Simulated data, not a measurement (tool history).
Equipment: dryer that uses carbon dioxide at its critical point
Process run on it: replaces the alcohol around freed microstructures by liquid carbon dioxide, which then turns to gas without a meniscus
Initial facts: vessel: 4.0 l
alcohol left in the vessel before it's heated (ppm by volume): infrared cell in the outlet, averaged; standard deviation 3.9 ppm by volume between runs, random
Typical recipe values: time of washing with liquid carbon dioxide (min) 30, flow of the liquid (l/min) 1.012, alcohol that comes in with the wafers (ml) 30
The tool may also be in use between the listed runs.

run	day	time of washing with liquid carbon dioxide (min)	flow of the liquid (l/min)	alcohol that comes in with the wafers (ml)	alcohol left in the vessel before it's heated (ppm by volume)
1	0.000	30	1.012	30	52
2	0.229	30	1.012	30	50
3	0.471	30	1.012	30	49
4	0.779	30	1.140	30	32
5	1.254	30	1.012	30	52
6	1.788	30	1.012	30	49
7	2.054	30	1.012	30	53
8	2.467	30	1.012	30	49
9	2.892	44	0.920	30	21
10	3.233	44	0.920	30	25
11	3.638	21	0.660	32	723
12	4.175	37	1.240	57	14
13	4.650	40	0.910	30	30

5 options for the next run, each taken on its own from the tool as it stands now. Forecast them:
A	5.175	28	1.580	65	?
B	5.175	22	0.980	30	?
C	5.175	35	1.012	24	?
D	5.175	29	0.910	30	?
E	5.175	40	0.620	65	?

run	alcohol left in the vessel before it's heated (ppm by volume)
A	34
B	201
C	25
D	95
E	232
With the hidden condition removed and each run's random variation left untouched, the same runs would have given:
run	alcohol left in the vessel before it's heated (ppm by volume)
A	22
B	172
C	12
D	75
E	196
